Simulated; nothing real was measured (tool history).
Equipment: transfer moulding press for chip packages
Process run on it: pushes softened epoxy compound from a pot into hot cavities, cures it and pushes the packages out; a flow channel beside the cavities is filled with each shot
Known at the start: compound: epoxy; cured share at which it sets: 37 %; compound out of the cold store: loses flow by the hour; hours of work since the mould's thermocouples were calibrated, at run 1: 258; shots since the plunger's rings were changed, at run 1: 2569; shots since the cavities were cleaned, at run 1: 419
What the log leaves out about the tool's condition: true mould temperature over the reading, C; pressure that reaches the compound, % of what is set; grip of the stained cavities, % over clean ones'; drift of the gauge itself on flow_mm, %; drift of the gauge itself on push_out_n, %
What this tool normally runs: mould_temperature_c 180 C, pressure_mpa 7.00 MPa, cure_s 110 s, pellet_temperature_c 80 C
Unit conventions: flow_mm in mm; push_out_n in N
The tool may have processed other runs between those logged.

| run | hour | mould_temperature_c | pressure_mpa | cure_s | pellet_temperature_c | hours of work since the mould's thermocouples were calibrated | shots since the plunger's rings were changed | shots since the cavities were cleaned | incoming compound's hours out of the cold store | flow_mm | push_out_n |
|---|---|---|---|---|---|---|---|---|---|---|---|
| 1 | 0.0 | 180 | 7.00 | 110 | 80 | 258 | 2569 | 419 | 36.7 | 780 | 770 |
| 2 | 8.8 | 180 | 7.00 | 110 | 87 | 265 | 2683 | 533 | 15.9 | 822 | 812 |
| 3 | 14.7 | 180 | 7.00 | 110 | 80 | 269 | 2760 | 610 | 40.2 | 766 | 852 |
| 4 | 21.3 | 180 | 8.71 | 110 | 80 | 274 | 2844 | 694 | 12.7 | 932 | 917 |
| 5 | 28.3 | 180 | 8.71 | 110 | 80 | 279 | 2935 | 785 | 12.0 | 906 | 969 |
|  | 35.6 | cavities cleaned with cleaning compound and waxed |
| 6 | 38.4 | 180 | 8.71 | 110 | 80 | 285 | 3045 | 36 | 31.7 | 865 | 506 |
| 7 | 45.1 | 180 | 7.00 | 110 | 80 | 290 | 3132 | 123 | 43.5 | 763 | 566 |
| 8 | 49.2 | 180 | 7.00 | 110 | 80 | 292 | 3185 | 176 | 15.9 | 808 | 626 |
| 9 | 58.0 | 180 | 7.00 | 144 | 80 | 299 | 3299 | 290 | 19.1 | 808 | 549 |
| 10 | 66.1 | 180 | 7.67 | 144 | 80 | 304 | 3403 | 394 | 43.2 | 790 | 585 |
| 11 | 75.5 | 185 | 6.19 | 110 | 84 | 311 | 3524 | 515 | 28.7 | 734 | 686 |
| 12 | 81.3 | 188 | 7.88 | 105 | 86 | 315 | 3600 | 591 | 11.4 | 840 | 713 |
| 13 | 89.1 | 180 | 7.00 | 93 | 82 | 321 | 3700 | 691 | 20.7 | 784 | 1264 |
| 14 | 93.2 | 180 | 7.00 | 93 | 82 | 324 | 3754 | 745 | 42.9 | 743 | 1203 |
| 15 | 100.4 | 180 | 8.75 | 90 | 81 | 329 | 3846 | 837 | 32.2 | 860 | 1366 |
|  | 103.9 | cavities cleaned with cleaning compound and waxed |
| 16 | 111.0 | 174 | 7.06 | 96 | 82 | 335 | 3964 | 92 | 19.8 | 814 | 1142 |
| 17 | 119.2 | 180 | 7.00 | 132 | 74 | 341 | 4069 | 197 | 20.6 | 789 | 519 |
| 18 | 125.5 | 180 | 7.00 | 132 | 87 | 346 | 4151 | 279 | 37.4 | 751 | 579 |
| 19 | 130.3 | 174 | 5.76 | 98 | 71 | 349 | 4213 | 341 | 31.5 | 711 | 1445 |
| 20 | 138.8 | 174 | 5.76 | 98 | 71 | 355 | 4323 | 451 | 46.6 | 697 | 1521 |

Predict each of these 3 candidate next runs independently; none follows another, all start after run 20:
| A | 144.7 | 184 | 5.84 | 147 | 71 | 359 | 4398 | 526 | 38.1 | ? | ? |
| B | 144.7 | 185 | 7.90 | 110 | 83 | 359 | 4398 | 526 | 38.1 | ? | ? |
| C | 144.7 | 180 | 6.31 | 115 | 82 | 359 | 4398 | 526 | 47.7 | ? | ? |

| run | flow_mm | push_out_n |
|---|---|---|
| A | 681 | 629 |
| B | 788 | 688 |
| C | 693 | 760 |
Stripped of hidden state, with their random variation kept, the same runs would have yielded:
| run | flow_mm | push_out_n |
|---|---|---|
| A | 725 | 341 |
| B | 839 | 373 |
| C | 738 | 411 |
